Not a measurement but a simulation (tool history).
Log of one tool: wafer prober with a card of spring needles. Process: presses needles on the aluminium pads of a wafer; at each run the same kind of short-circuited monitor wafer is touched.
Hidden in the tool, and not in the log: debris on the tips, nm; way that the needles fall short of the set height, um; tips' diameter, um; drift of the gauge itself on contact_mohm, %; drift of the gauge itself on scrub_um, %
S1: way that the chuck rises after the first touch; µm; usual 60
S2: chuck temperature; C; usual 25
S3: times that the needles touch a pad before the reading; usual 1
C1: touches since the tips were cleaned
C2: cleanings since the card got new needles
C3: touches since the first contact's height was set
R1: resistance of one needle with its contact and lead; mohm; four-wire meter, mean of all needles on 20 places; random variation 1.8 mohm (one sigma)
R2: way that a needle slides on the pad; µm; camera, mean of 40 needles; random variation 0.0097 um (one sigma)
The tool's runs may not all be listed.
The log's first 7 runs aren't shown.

run   hour  S1   S2  S3    C1  C2      C3   R1     R2
  8   38.9  60   25   1  4236  14   96193  279  7.677
  9   44.7  60   25   1  5641  14   97598  301  7.680
      45.8  -- tips cleaned on abrasive film
 10   53.4  60   25   1  1849  15   99688  244  7.675
 11   60.6  60   25   1  3599  15  101438  274  7.676
 12   66.1  60   25   1  4950  15  102789  286  7.675
      70.0  -- tips cleaned on abrasive film
 13   74.6  60   25   1  1130  16  104822  228  7.670
 14   83.3  60   28   1  3230  16  106922  262  7.682
 15   88.6  60   25   1  4523  16  108215  283  7.678
      94.3  -- tips cleaned on abrasive film
 16   96.4  60   25   2   511  17  110091  201  7.669
 17  102.0  60   25   2  1861  17  111441  220  7.673
 18  111.9  60   28   2  4260  17  113840  244  7.663
     118.5  -- tips cleaned on abrasive film
 19  121.0  60   25   2   601  18  116035  211  7.681
 20  127.2  56   25   2  2098  18  117532  236  7.158
 21  135.9  42  112   1  4219  18  119653  357  5.325
     142.8  -- tips cleaned on abrasive film
 22  143.1  67   25   2    64  19  121374  202  8.577
 23  147.2  67   25   2  1059  19  122369  209  8.578
 24  157.0  60   25   2  3448  19  124758  242  7.661
 25  165.6  60   25   2  5536  19  126846  256  7.666
     166.9  -- tips cleaned on abrasive film
 26  174.9  71   87   2  1944  20  129078  229  9.077
 27  180.4  68   87   2  3273  20  130407  238  8.686
 28  189.3  45   40   2  5443  20  132577  294  5.720
     191.5  -- tips cleaned on abrasive film
 29  195.2  55   61   1   891  21  133968  242  6.989
 30  200.5  55   61   1  2192  21  135269  269  7.012
 31  210.1  78   25   2  4522  21  137599  228  9.968
 32  215.2  59  118   1  5757  21  138834  311  7.511

Run 33 comes next. What will it give?
     215.9  -- tips cleaned on abrasive film
 33  219.9  53  80   2  966  22  139935   ?   ?

R1: 230 mohm
R2: 6.735 µm
Without the tool's hidden state the same run would have given R1 206 mohm, R2 6.852 µm.
